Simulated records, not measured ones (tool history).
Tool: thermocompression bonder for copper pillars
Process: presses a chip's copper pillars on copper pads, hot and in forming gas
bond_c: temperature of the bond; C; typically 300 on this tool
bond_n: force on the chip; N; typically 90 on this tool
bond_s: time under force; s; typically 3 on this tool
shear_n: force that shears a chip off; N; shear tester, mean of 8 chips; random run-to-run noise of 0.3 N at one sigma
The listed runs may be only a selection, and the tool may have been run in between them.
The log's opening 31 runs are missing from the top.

run     day  bond_c  bond_n  bond_s  hours of work since the heater was calibrated  hours of work since the force cell was calibrated  hours of work since the gas filter was changed  shear_n
 32  20.717     313      67       3                                           1068                                                270                                             127     43.7
 33  21.258     300     105       6                                           1075                                                276                                             133     62.9
 34  21.838     300     105       6                                           1082                                                283                                             140     62.2
 35  22.638     300     105       6                                           1091                                                293                                             150     63.1
 36  23.262     271      90       3                                           1099                                                300                                             157     32.2
 37  23.962     303      90       3                                           1107                                                308                                             166     47.4
 38  24.550     303      90       3                                           1114                                                315                                             173     47.0
 39  25.258     303      90       3                                           1122                                                324                                             181     47.1

Each row is a separate what-if for the run after 39, all from the same tool condition, not one after another. Results?
  A  25.792     303      66       3                                           1129                                                330                                             187        ?
  B  25.792     299      90       3                                           1129                                                330                                             187        ?
  C  25.792     286      90       2                                           1129                                                330                                             187        ?
  D  25.792     279      79       4                                           1129                                                330                                             187        ?

run  shear_n
  A     37.6
  B     45.3
  C     33.5
  D     35.7
Had the tool no hidden state, the same runs would have come out as:
run  shear_n
  A     36.1
  B     43.9
  C     31.8
  D     33.9
